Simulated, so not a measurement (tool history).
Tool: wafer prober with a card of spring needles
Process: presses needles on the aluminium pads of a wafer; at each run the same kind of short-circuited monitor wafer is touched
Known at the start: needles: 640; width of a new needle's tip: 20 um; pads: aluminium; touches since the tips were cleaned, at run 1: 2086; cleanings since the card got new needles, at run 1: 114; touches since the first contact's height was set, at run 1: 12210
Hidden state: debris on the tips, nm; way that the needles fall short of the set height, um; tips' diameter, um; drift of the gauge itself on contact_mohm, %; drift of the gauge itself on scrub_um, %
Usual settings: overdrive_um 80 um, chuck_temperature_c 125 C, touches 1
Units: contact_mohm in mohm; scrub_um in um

run	day	overdrive_um	chuck_temperature_c	touches	touches since the tips were cleaned	cleanings since the card got new needles	touches since the first contact's height was set	contact_mohm	scrub_um
1	0.000	80	125	1	2086	114	12210	259	10.00
# day 0.246: tips cleaned on abrasive film
# day 0.567: tips cleaned on abrasive film
2	0.750	80	125	1	3214	116	25118	267	9.99
# day 0.871: tips cleaned on abrasive film
# day 1.225: tips cleaned on abrasive film
# day 1.592: tips cleaned on abrasive film
3	1.596	80	66	1	74	119	39613	213	9.91
# day 1.938: tips cleaned on abrasive film
4	2.054	80	66	1	2009	120	47497	243	9.94
# day 2.233: tips cleaned on abrasive film
# day 2.538: tips cleaned on abrasive film
# day 2.854: tips cleaned on abrasive film
5	3.017	80	66	1	2832	123	64064	252	9.96
# day 3.167: tips cleaned on abrasive film
# day 3.483: tips cleaned on abrasive film
6	3.658	80	125	2	2997	125	75019	250	9.87
# day 3.812: tips cleaned on abrasive film
# day 4.150: tips cleaned on abrasive film
7	4.392	80	125	2	4269	127	87698	250	9.83
# day 4.467: tips cleaned on abrasive film
# day 4.783: tips cleaned on abrasive film
8	4.975	95	29	2	3268	129	97634	222	11.74
# day 5.150: tips cleaned on abrasive film
# day 5.458: tips cleaned on abrasive film
9	5.692	95	91	2	4070	131	109980	234	11.74
# day 5.767: tips cleaned on abrasive film
# day 6.117: tips cleaned on abrasive film
# day 6.446: tips cleaned on abrasive film
10	6.667	95	91	2	3884	134	126764	235	11.66
# day 6.742: tips cleaned on abrasive film
# day 7.038: tips cleaned on abrasive film
# day 7.346: tips cleaned on abrasive film
# day 7.650: tips cleaned on abrasive film
11	7.650	80	62	1	54	138	143576	219	9.73
# day 7.950: tips cleaned on abrasive film
12	8.167	80	62	1	3740	139	152439	256	9.76
# day 8.262: tips cleaned on abrasive film
# day 8.617: tips cleaned on abrasive film
13	8.692	65	125	2	1356	141	161478	252	7.83
# day 8.946: tips cleaned on abrasive film
# day 8.958: height of the first contact set anew
# day 9.258: tips cleaned on abrasive film
# day 9.571: tips cleaned on abrasive film
14	9.642	68	54	2	1229	144	11754	237	8.48

How the hidden state differs across the entries between the runs, from the last listed run before each to the first after it:
Between runs 1 and 2: tips cleaned on abrasive film (day 0.246); tips cleaned on abrasive film (day 0.567)
  debris on the tips, nm: 56.2 -> 67.1; way that the needles fall short of the set height, um: 0.2 -> 0.36; tips' diameter, um: 23.81 -> 23.87
  measured less the result without the state, contact_mohm: +34 -> +41 mohm; scrub_um: -0.02 -> -0.05 um
Between runs 2 and 3: tips cleaned on abrasive film (day 0.871); tips cleaned on abrasive film (day 1.225); tips cleaned on abrasive film (day 1.592)
  debris on the tips, nm: 67.1 -> 6.2; way that the needles fall short of the set height, um: 0.36 -> 0.7; tips' diameter, um: 23.87 -> 23.99
  measured less the result without the state, contact_mohm: +41 -> +6 mohm; scrub_um: -0.05 -> -0.08 um
Between runs 3 and 4: tips cleaned on abrasive film (day 1.938)
  debris on the tips, nm: 6.2 -> 48.2; way that the needles fall short of the set height, um: 0.7 -> 0.8; tips' diameter, um: 23.99 -> 24.02
  measured less the result without the state, contact_mohm: +6 -> +34 mohm; scrub_um: -0.08 -> -0.10 um
Between runs 4 and 5: tips cleaned on abrasive film (day 2.233); tips cleaned on abrasive film (day 2.538); tips cleaned on abrasive film (day 2.854)
  debris on the tips, nm: 48.2 -> 56; way that the needles fall short of the set height, um: 0.8 -> 1.11; tips' diameter, um: 24.02 -> 24.13
  measured less the result without the state, contact_mohm: +34 -> +40 mohm; scrub_um: -0.10 -> -0.14 um
Between runs 5 and 6: tips cleaned on abrasive film (day 3.167); tips cleaned on abrasive film (day 3.483)
  debris on the tips, nm: 56 -> 64.1; way that the needles fall short of the set height, um: 1.11 -> 1.32; tips' diameter, um: 24.13 -> 24.2
  measured less the result without the state, contact_mohm: +40 -> +26 mohm; scrub_um: -0.14 -> -0.16 um
Between runs 6 and 7: tips cleaned on abrasive film (day 3.812); tips cleaned on abrasive film (day 4.150)
  debris on the tips, nm: 64.1 -> 69; way that the needles fall short of the set height, um: 1.32 -> 1.51; tips' diameter, um: 24.2 -> 24.27
  measured less the result without the state, contact_mohm: +26 -> +28 mohm; scrub_um: -0.16 -> -0.19 um
Between runs 7 and 8: tips cleaned on abrasive film (day 4.467); tips cleaned on abrasive film (day 4.783)
  debris on the tips, nm: 69 -> 64.5; way that the needles fall short of the set height, um: 1.51 -> 1.71; tips' diameter, um: 24.27 -> 24.34
  measured less the result without the state, contact_mohm: +28 -> +22 mohm; scrub_um: -0.19 -> -0.22 um
Between runs 8 and 9: tips cleaned on abrasive film (day 5.150); tips cleaned on abrasive film (day 5.458)
  debris on the tips, nm: 64.5 -> 69.1; way that the needles fall short of the set height, um: 1.71 -> 1.88; tips' diameter, um: 24.34 -> 24.4
  measured less the result without the state, contact_mohm: +22 -> +22 mohm; scrub_um: -0.22 -> -0.24 um
Between runs 9 and 10: tips cleaned on abrasive film (day 5.767); tips cleaned on abrasive film (day 6.117); tips cleaned on abrasive film (day 6.446)
  debris on the tips, nm: 69.1 -> 68; way that the needles fall short of the set height, um: 1.88 -> 2.21; tips' diameter, um: 24.4 -> 24.51
  measured less the result without the state, contact_mohm: +22 -> +22 mohm; scrub_um: -0.24 -> -0.28 um
Between runs 10 and 11: tips cleaned on abrasive film (day 6.742); tips cleaned on abrasive film (day 7.038); tips cleaned on abrasive film (day 7.346); tips cleaned on abrasive film (day 7.650)
  debris on the tips, nm: 68 -> 7.3; way that the needles fall short of the set height, um: 2.21 -> 2.57; tips' diameter, um: 24.51 -> 24.64
  measured less the result without the state, contact_mohm: +22 -> +8 mohm; scrub_um: -0.28 -> -0.32 um
Between runs 11 and 12: tips cleaned on abrasive film (day 7.950)
  debris on the tips, nm: 7.3 -> 66; way that the needles fall short of the set height, um: 2.57 -> 2.69; tips' diameter, um: 24.64 -> 24.68
  measured less the result without the state, contact_mohm: +8 -> +51 mohm; scrub_um: -0.32 -> -0.34 um
Between runs 12 and 13: tips cleaned on abrasive film (day 8.262); tips cleaned on abrasive film (day 8.617)
  debris on the tips, nm: 66 -> 37.8; way that the needles fall short of the set height, um: 2.69 -> 2.9; tips' diameter, um: 24.68 -> 24.75
  measured less the result without the state, contact_mohm: +51 -> +26 mohm; scrub_um: -0.34 -> -0.36 um
Between runs 13 and 14: tips cleaned on abrasive film (day 8.946); height of the first contact set anew (day 8.958); tips cleaned on abrasive film (day 9.258); tips cleaned on abrasive film (day 9.571)
  debris on the tips, nm: 37.8 -> 41.6; way that the needles fall short of the set height, um: 2.9 -> 0.18; tips' diameter, um: 24.75 -> 24.84
  measured less the result without the state, contact_mohm: +26 -> +26 mohm; scrub_um: -0.36 -> -0.02 um
